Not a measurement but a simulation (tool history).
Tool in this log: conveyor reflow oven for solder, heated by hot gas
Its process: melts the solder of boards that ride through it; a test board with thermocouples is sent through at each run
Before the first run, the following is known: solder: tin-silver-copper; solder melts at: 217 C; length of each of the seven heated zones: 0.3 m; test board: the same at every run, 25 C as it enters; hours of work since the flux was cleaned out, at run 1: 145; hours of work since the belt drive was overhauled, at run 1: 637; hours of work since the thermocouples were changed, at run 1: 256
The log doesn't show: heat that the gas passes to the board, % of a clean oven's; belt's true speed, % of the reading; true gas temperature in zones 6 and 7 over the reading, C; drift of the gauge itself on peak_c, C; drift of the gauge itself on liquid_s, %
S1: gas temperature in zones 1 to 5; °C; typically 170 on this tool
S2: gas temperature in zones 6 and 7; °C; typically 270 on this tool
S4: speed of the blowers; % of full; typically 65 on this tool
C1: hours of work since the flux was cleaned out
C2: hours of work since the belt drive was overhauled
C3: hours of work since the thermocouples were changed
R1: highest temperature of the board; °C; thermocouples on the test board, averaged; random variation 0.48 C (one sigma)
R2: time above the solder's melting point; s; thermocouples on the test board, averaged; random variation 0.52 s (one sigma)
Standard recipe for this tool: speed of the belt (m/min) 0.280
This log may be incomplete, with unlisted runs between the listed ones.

Run 1, hour 0.0: usual settings; C1 145; C2 637; C3 256. Result: R1 258.7 °C, R2 104.8 s.
Run 2, hour 16.4: usual settings; C1 158; C2 650; C3 269. Result: R1 258.6 °C, R2 104.5 s.
Run 3, hour 37.1: usual settings; C1 174; C2 667; C3 285. Result: R1 258.7 °C, R2 104.0 s.
Run 4, hour 50.9: usual settings but speed of the belt (m/min) 0.221; C1 185; C2 678; C3 296. Result: R1 262.9 °C, R2 141.3 s.
Run 5, hour 61.7: usual settings but speed of the belt (m/min) 0.221; C1 194; C2 686; C3 305. Result: R1 262.3 °C, R2 141.4 s.
Run 6, hour 77.0: usual settings but speed of the belt (m/min) 0.221; C1 206; C2 698; C3 317. Result: R1 264.2 °C, R2 141.9 s.
At hour 96.9: flux residue cleaned out of gas plates and filters.
Run 7, hour 103.5: usual settings but speed of the belt (m/min) 0.221, S4 82 % of full; C1 5; C2 715; C3 334. Result: R1 265.2 °C, R2 143.0 s.
Run 8, hour 120.9: usual settings but speed of the belt (m/min) 0.221, S4 82 % of full; C1 19; C2 729; C3 348. Result: R1 264.4 °C, R2 144.5 s.
Run 9, hour 134.8: usual settings but speed of the belt (m/min) 0.221, S4 82 % of full; C1 30; C2 740; C3 359. Result: R1 264.8 °C, R2 145.2 s.
Run 10, hour 156.9: usual settings but speed of the belt (m/min) 0.221, S4 82 % of full; C1 47; C2 757; C3 376. Result: R1 265.0 °C, R2 145.1 s.
Run 11, hour 175.4: usual settings but S2 281 °C; C1 62; C2 772; C3 391. Result: R1 268.7 °C, R2 113.9 s.
Run 12, hour 189.6: usual settings but S1 174 °C; C1 73; C2 783; C3 402. Result: R1 258.7 °C, R2 107.4 s.
Run 13, hour 200.0: usual settings; C1 81; C2 792; C3 410. Result: R1 258.8 °C, R2 103.7 s.
Run 14, hour 212.0: usual settings; C1 91; C2 801; C3 420. Result: R1 258.8 °C, R2 105.0 s.
Run 15, hour 231.6: usual settings; C1 106; C2 817; C3 435. Result: R1 258.9 °C, R2 105.1 s.
Run 16, hour 249.6: usual settings but S1 180 °C, S2 267 °C, S4 76 % of full; C1 121; C2 831; C3 450. Result: R1 257.1 °C, R2 111.2 s.
At hour 265.9: belt drive overhauled, speed set with a stopwatch.
Run 17, hour 270.5: usual settings but S1 166 °C; C1 134; C2 4; C3 463. Result: R1 256.5 °C, R2 99.0 s.
Run 18, hour 291.9: usual settings but S1 159 °C, S2 273 °C; C1 151; C2 21; C3 480. Result: R1 259.0 °C, R2 97.2 s.
Run 19, hour 315.8: usual settings but S1 161 °C, S2 273 °C; C1 170; C2 39; C3 499. Result: R1 259.0 °C, R2 99.2 s.
Run 20, hour 328.3: usual settings but S1 161 °C, S2 273 °C, S4 78 % of full; C1 180; C2 49; C3 509. Result: R1 261.1 °C, R2 101.9 s.
Run 21, hour 342.1: usual settings but S1 180 °C, S2 273 °C, speed of the belt (m/min) 0.310, S4 78 % of full; C1 191; C2 60; C3 520. Result: R1 260.2 °C, R2 100.3 s.
Run 22, hour 352.2: usual settings but S1 180 °C, S2 265 °C, speed of the belt (m/min) 0.310, S4 78 % of full; C1 199; C2 68; C3 528. Result: R1 253.6 °C, R2 94.0 s.
Run 23, hour 370.5: usual settings but S1 176 °C, S2 260 °C, speed of the belt (m/min) 0.340, S4 50 % of full; C1 213; C2 83; C3 542. Result: R1 239.0 °C, R2 64.5 s.
At hour 380.9: flux residue cleaned out of gas plates and filters.
Run 24, hour 393.9: usual settings but S1 176 °C, S2 260 °C, speed of the belt (m/min) 0.340, S4 50 % of full; C1 10; C2 97; C3 556. Result: R1 240.2 °C, R2 64.0 s.
Run 25, hour 408.1: usual settings but S2 272 °C, speed of the belt (m/min) 0.284, S4 68 % of full; C1 21; C2 109; C3 568. Result: R1 259.9 °C, R2 102.2 s.
Run 26, hour 419.4: usual settings but S1 161 °C, S2 262 °C, speed of the belt (m/min) 0.336, S4 56 % of full; C1 30; C2 117; C3 577. Result: R1 240.5 °C, R2 60.0 s.
Run 27, hour 432.7: usual settings but S1 181 °C, S2 259 °C, speed of the belt (m/min) 0.268, S4 54 % of full; C1 41; C2 128; C3 587. Result: R1 247.5 °C, R2 102.2 s.
Run 28, hour 453.8: usual settings but S1 181 °C, S2 281 °C, speed of the belt (m/min) 0.268, S4 54 % of full; C1 58; C2 145; C3 604. Result: R1 267.9 °C, R2 121.9 s.
Run 29, hour 476.1: usual settings but S1 168 °C, S2 281 °C, speed of the belt (m/min) 0.268, S4 70 % of full; C1 75; C2 162; C3 621. Result: R1 269.3 °C, R2 117.4 s.
Run 30, hour 491.5: usual settings but S1 168 °C, S2 267 °C, speed of the belt (m/min) 0.285, S4 70 % of full; C1 87; C2 174; C3 634. Result: R1 254.0 °C, R2 96.7 s.

5 options for the next run, each taken on its own from the tool as it stands now. Forecast them:
Run A, hour 509.7: usual settings but S1 159 °C; C1 102; C2 189; C3 648. Result: R1 ?, R2 ?.
Run B, hour 509.7: usual settings but S1 167 °C, S2 275 °C, speed of the belt (m/min) 0.285, S4 68 % of full; C1 102; C2 189; C3 648. Result: R1 ?, R2 ?.
Run C, hour 509.7: usual settings but S1 176 °C, S2 267 °C, speed of the belt (m/min) 0.285, S4 70 % of full; C1 102; C2 189; C3 648. Result: R1 ?, R2 ?.
Run D, hour 509.7: usual settings but S1 168 °C, S2 282 °C, speed of the belt (m/min) 0.285, S4 70 % of full; C1 102; C2 189; C3 648. Result: R1 ?, R2 ?.
Run E, hour 509.7: usual settings but speed of the belt (m/min) 0.337; C1 102; C2 189; C3 648. Result: R1 ?, R2 ?.

run     R1     R2
  A  255.3   95.5
  B  261.6  102.5
  C  255.0  102.0
  D  268.9  108.9
  E  251.1   77.3
With the hidden condition removed and each run's random variation left untouched, the same runs would have given:
run     R1     R2
  A  257.6   97.9
  B  263.9  104.4
  C  257.3  104.0
  D  271.3  110.5
  E  253.4   79.5

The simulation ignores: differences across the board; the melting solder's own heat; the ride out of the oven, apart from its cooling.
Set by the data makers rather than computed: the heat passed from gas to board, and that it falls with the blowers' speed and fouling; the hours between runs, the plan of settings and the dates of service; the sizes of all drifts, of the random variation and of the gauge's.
